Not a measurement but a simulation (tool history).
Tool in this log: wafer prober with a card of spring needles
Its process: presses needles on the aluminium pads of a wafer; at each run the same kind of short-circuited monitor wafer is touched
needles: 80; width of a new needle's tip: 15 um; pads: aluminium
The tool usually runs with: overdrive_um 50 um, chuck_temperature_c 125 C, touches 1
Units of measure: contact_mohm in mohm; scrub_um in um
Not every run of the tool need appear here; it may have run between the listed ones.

Run 1, hour 0: usual settings. Result: contact_mohm 168 mohm, scrub_um 9.41 um.
Run 2, hour 6.8: usual settings but chuck_temperature_c 27 C. Result: contact_mohm 171 mohm, scrub_um 9.42 um.
At hour 8.4: tips cleaned on abrasive film.
Run 3, hour 13.7: usual settings but chuck_temperature_c 27 C. Result: contact_mohm 169 mohm, scrub_um 9.54 um.
At hour 17: tips cleaned on abrasive film.
Run 4, hour 17.6: usual settings but overdrive_um 47 um. Result: contact_mohm 165 mohm, scrub_um 8.91 um.
Run 5, hour 23.2: usual settings. Result: contact_mohm 186 mohm, scrub_um 9.48 um.
At hour 25.4: tips cleaned on abrasive film.
Run 6, hour 27.1: usual settings. Result: contact_mohm 171 mohm, scrub_um 9.5 um.
Run 7, hour 32.4: usual settings. Result: contact_mohm 183 mohm, scrub_um 9.44 um.
At hour 33.6: tips cleaned on abrasive film.
Run 8, hour 37.6: usual settings but chuck_temperature_c 71 C. Result: contact_mohm 170 mohm, scrub_um 9.44 um.
At hour 41.7: tips cleaned on abrasive film.
Run 9, hour 45.7: usual settings but chuck_temperature_c 71 C, touches 3. Result: contact_mohm 162 mohm, scrub_um 9.52 um.
At hour 50: tips cleaned on abrasive film.
Run 10, hour 52.2: usual settings but chuck_temperature_c 71 C, touches 3. Result: contact_mohm 159 mohm, scrub_um 9.37 um.
Run 11, hour 56.7: usual settings but chuck_temperature_c 71 C, touches 3. Result: contact_mohm 165 mohm, scrub_um 9.43 um.
At hour 58.2: tips cleaned on abrasive film.
Run 12, hour 65.2: usual settings but overdrive_um 42 um, chuck_temperature_c 71 C, touches 3. Result: contact_mohm 171 mohm, scrub_um 7.97 um.
At hour 66.3: tips cleaned on abrasive film.
Run 13, hour 69.3: usual settings but overdrive_um 42 um, chuck_temperature_c 71 C, touches 3. Result: contact_mohm 170 mohm, scrub_um 7.9 um.
At hour 70.1: height of the first contact set anew.
At hour 74.8: tips cleaned on abrasive film.
Run 14, hour 75: usual settings but overdrive_um 42 um, chuck_temperature_c 71 C, touches 3. Result: contact_mohm 162 mohm, scrub_um 7.97 um.
Run 15, hour 79.3: usual settings but overdrive_um 42 um, chuck_temperature_c 71 C, touches 3. Result: contact_mohm 167 mohm, scrub_um 7.75 um.
At hour 83.7: height of the first contact set anew, once more.
At hour 83.8: tips cleaned on abrasive film.
Run 16, hour 87.3: usual settings but overdrive_um 42 um, chuck_temperature_c 71 C, touches 3. Result: contact_mohm 168 mohm, scrub_um 7.99 um.
At hour 92: tips cleaned on abrasive film.
Run 17, hour 95.8: usual settings but overdrive_um 42 um, chuck_temperature_c 71 C, touches 3. Result: contact_mohm 169 mohm, scrub_um 8.08 um.
At hour 100.4: tips cleaned on abrasive film.
Run 18, hour 104.2: usual settings but overdrive_um 46 um, chuck_temperature_c 83 C. Result: contact_mohm 179 mohm, scrub_um 8.73 um.
At hour 108.6: tips cleaned on abrasive film.
Run 19, hour 110.1: usual settings but overdrive_um 45 um, chuck_temperature_c 32 C, touches 2. Result: contact_mohm 158 mohm, scrub_um 8.58 um.
At hour 116.9: tips cleaned on abrasive film.
Run 20, hour 119.1: usual settings but overdrive_um 45 um, chuck_temperature_c 81 C, touches 2. Result: contact_mohm 163 mohm, scrub_um 8.64 um.
Run 21, hour 123.7: usual settings but overdrive_um 45 um, chuck_temperature_c 81 C, touches 2. Result: contact_mohm 174 mohm, scrub_um 8.56 um.
At hour 125.1: tips cleaned on abrasive film.
Run 22, hour 128: usual settings but overdrive_um 62 um, chuck_temperature_c 29 C, touches 2. Result: contact_mohm 150 mohm, scrub_um 11.8 um.
At hour 133.3: tips cleaned on abrasive film.
Run 23, hour 136.9: usual settings but overdrive_um 67 um, chuck_temperature_c 29 C, touches 2. Result: contact_mohm 151 mohm, scrub_um 12.62 um.
At hour 141.5: tips cleaned on abrasive film.
Run 24, hour 143.2: usual settings but overdrive_um 67 um, chuck_temperature_c 29 C, touches 2. Result: contact_mohm 147 mohm, scrub_um 12.79 um.
At hour 149.8: tips cleaned on abrasive film.
Run 25, hour 152.1: usual settings but overdrive_um 32 um, chuck_temperature_c 41 C, touches 3. Result: contact_mohm 169 mohm, scrub_um 6.13 um.
At hour 157.9: tips cleaned on abrasive film.
Run 26, hour 158.5: usual settings but overdrive_um 32 um, chuck_temperature_c 41 C, touches 3. Result: contact_mohm 161 mohm, scrub_um 5.92 um.
Run 27, hour 163.1: usual settings but overdrive_um 32 um, chuck_temperature_c 41 C, touches 3. Result: contact_mohm 172 mohm, scrub_um 6.1 um.
At hour 166.2: tips cleaned on abrasive film.
Run 28, hour 171.4: usual settings but overdrive_um 32 um, chuck_temperature_c 41 C, touches 3. Result: contact_mohm 178 mohm, scrub_um 5.88 um.
At hour 174.6: tips cleaned on abrasive film.
Run 29, hour 180.3: usual settings but chuck_temperature_c 45 C. Result: contact_mohm 171 mohm, scrub_um 9.41 um.
At hour 183: tips cleaned on abrasive film.
Run 30, hour 186.5: usual settings but overdrive_um 42 um, chuck_temperature_c 77 C. Result: contact_mohm 180 mohm, scrub_um 7.91 um.
At hour 191.7: tips cleaned on abrasive film.
Run 31, hour 195: usual settings but overdrive_um 59 um, chuck_temperature_c 68 C. Result: contact_mohm 163 mohm, scrub_um 11.23 um.

Some steps in contact_mohm, run to run, broken into two amounts with sign: the step expected even without the hidden condition (settings, incoming material, random variation), and the rest, left for the hidden condition together with whatever gauge scatter is not in both the measured and the hidden-condition-free result:
The hidden state here: debris on the tips, nm; way that the needles fall short of the set height, um; tips' diameter, um; drift of the gauge itself on contact_mohm, %; drift of the gauge itself on scrub_um, %.
Run 1 -> 2: chuck_temperature_c 125 -> 27. contact_mohm +3 mohm: hidden state +20, all else -17.
Run 3 -> 4: overdrive_um 50 -> 47, chuck_temperature_c 27 -> 125, tips cleaned on abrasive film. contact_mohm -4 mohm: hidden state -17, all else +13.
Run 4 -> 5: overdrive_um 47 -> 50. contact_mohm +21 mohm: hidden state +15, all else +6.
Run 21 -> 22: overdrive_um 45 -> 62, chuck_temperature_c 81 -> 29, tips cleaned on abrasive film. contact_mohm -24 mohm: hidden state -10, all else -14.
Run 24 -> 25: overdrive_um 67 -> 32, chuck_temperature_c 29 -> 41, touches 2 -> 3, tips cleaned on abrasive film. contact_mohm +22 mohm: hidden state +6, all else +16.

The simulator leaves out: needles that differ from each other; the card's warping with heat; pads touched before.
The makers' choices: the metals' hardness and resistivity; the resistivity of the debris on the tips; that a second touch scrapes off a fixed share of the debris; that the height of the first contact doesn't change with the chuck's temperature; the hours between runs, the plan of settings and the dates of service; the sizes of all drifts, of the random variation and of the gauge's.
